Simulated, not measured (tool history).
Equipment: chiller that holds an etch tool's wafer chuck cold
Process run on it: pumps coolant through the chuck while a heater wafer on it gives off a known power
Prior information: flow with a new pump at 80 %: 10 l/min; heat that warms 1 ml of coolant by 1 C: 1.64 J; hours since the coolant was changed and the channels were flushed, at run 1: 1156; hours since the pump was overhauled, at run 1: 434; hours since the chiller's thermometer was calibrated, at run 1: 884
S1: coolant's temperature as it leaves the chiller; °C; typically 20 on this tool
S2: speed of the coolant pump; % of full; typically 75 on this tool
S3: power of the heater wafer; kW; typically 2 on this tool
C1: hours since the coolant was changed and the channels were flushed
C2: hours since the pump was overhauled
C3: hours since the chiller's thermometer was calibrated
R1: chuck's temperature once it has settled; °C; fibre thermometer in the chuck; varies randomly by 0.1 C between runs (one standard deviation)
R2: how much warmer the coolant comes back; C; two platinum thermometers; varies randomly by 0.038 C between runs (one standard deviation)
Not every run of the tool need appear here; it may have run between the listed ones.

run 1 hour=0 | S1=20 S2=75 S3=2 | C1=1156 C2=434 C3=884 | R1=36.6 R2=7.88
run 2 hour=40.9 | S1=20 S2=75 S3=2 | C1=1197 C2=475 C3=925 | R1=36.7 R2=7.89
run 3 hour=65.8 | S1=20 S2=75 S3=2 | C1=1222 C2=500 C3=950 | R1=36.8 R2=7.89
run 4 hour=92 | S1=20 S2=75 S3=2 | C1=1248 C2=526 C3=976 | R1=36.8 R2=7.93
run 5 hour=112.1 | S1=20 S2=75 S3=2 | C1=1268 C2=546 C3=997 | R1=36.8 R2=7.95
run 6 hour=143.6 | S1=20 S2=75 S3=2 | C1=1299 C2=578 C3=1028 | R1=36.7 R2=7.86
run 7 hour=173.1 | S1=20 S2=75 S3=2 | C1=1329 C2=607 C3=1058 | R1=36.9 R2=7.96
run 8 hour=200.8 | S1=20 S2=75 S3=2 | C1=1357 C2=635 C3=1085 | R1=37 R2=7.92
run 9 hour=235.8 | S1=20 S2=75 S3=2 | C1=1392 C2=670 C3=1120 | R1=36.9 R2=7.94
run 10 hour=266.5 | S1=20 S2=75 S3=2.719 | C1=1422 C2=701 C3=1151 | R1=42.9 R2=10.85
run 11 hour=307.4 | S1=20 S2=75 S3=2.719 | C1=1463 C2=741 C3=1192 | R1=43.2 R2=10.79
run 12 hour=340.3 | S1=20 S2=75 S3=2.719 | C1=1496 C2=774 C3=1225 | R1=42.9 R2=10.79
run 13 hour=361.8 | S1=20 S2=75 S3=2.719 | C1=1518 C2=796 C3=1246 | R1=43 R2=10.83
run 14 hour=381.9 | S1=24 S2=75 S3=2 | C1=1538 C2=816 C3=1266 | R1=41 R2=7.96
run 15 hour=418.6 | S1=24 S2=75 S3=2 | C1=1574 C2=853 C3=1303 | R1=41 R2=7.97
run 16 hour=436.1 | S1=24 S2=75 S3=2 | C1=1592 C2=870 C3=1321 | R1=40.9 R2=7.96
run 17 hour=477.9 | S1=29 S2=61 S3=1.317 | C1=1634 C2=912 C3=1362 | R1=41.7 R2=6.5
run 18 hour=496.5 | S1=29 S2=61 S3=1.317 | C1=1652 C2=931 C3=1381 | R1=41.6 R2=6.43
run 19 hour=535.8 | S1=29 S2=61 S3=1.317 | C1=1692 C2=970 C3=1420 | R1=41.7 R2=6.48
run 20 hour=575.1 | S1=25 S2=98 S3=1.094 | C1=1731 C2=1009 C3=1460 | R1=32.9 R2=3.41
run 21 hour=603.7 | S1=20 S2=90 S3=2.459 | C1=1760 C2=1038 C3=1488 | R1=38.7 R2=8.23
run 22 hour=642.6 | S1=14 S2=90 S3=2.695 | C1=1798 C2=1077 C3=1527 | R1=34.6 R2=9.11
run 23 hour=677 | S1=14 S2=90 S3=2.695 | C1=1833 C2=1111 C3=1561 | R1=34.4 R2=9.04
run 24 hour=696 | S1=12 S2=96 S3=2.185 | C1=1852 C2=1130 C3=1580 | R1=28.1 R2=6.85
run 25 hour=732.9 | S1=12 S2=96 S3=2.185 | C1=1889 C2=1167 C3=1617 | R1=28.1 R2=6.95
run 26 hour=756.1 | S1=29 S2=69 S3=2.06 | C1=1912 C2=1190 C3=1641 | R1=47.5 R2=8.97
run 27 hour=790.9 | S1=17 S2=75 S3=2.081 | C1=1947 C2=1225 C3=1675 | R1=34.8 R2=8.3
run 28 hour=829.3 | S1=17 S2=75 S3=2.081 | C1=1985 C2=1263 C3=1714 | R1=34.7 R2=8.3
run 29 hour=853.6 | S1=17 S2=75 S3=2.081 | C1=2009 C2=1288 C3=1738 | R1=34.8 R2=8.38
run 30 hour=888.3 | S1=20 S2=90 S3=2.519 | C1=2044 C2=1322 C3=1773 | R1=39.4 R2=8.47
run 31 hour=926.4 | S1=22 S2=90 S3=2.204 | C1=2082 C2=1360 C3=1811 | R1=39 R2=7.45

3 ways to go on from here, each from the tool as it stands after run 31. What would each give?
run A hour=963.6 | S1=21 S2=60 S3=2.012 | C1=2119 C2=1398 C3=1848 | R1=? R2=?
run B hour=963.6 | S1=20 S2=75 S3=1.228 | C1=2119 C2=1398 C3=1848 | R1=? R2=?
run C hour=963.6 | S1=28 S2=75 S3=2 | C1=2119 C2=1398 C3=1848 | R1=? R2=?

run=A R1=40.7 R2=10.12
run=B R1=30.6 R2=4.98
run=C R1=45.3 R2=7.99
Had the tool no hidden state, the same runs would have come out as:
run=A R1=39.7 R2=9.81
run=B R1=30 R2=4.83
run=C R1=44.4 R2=7.75

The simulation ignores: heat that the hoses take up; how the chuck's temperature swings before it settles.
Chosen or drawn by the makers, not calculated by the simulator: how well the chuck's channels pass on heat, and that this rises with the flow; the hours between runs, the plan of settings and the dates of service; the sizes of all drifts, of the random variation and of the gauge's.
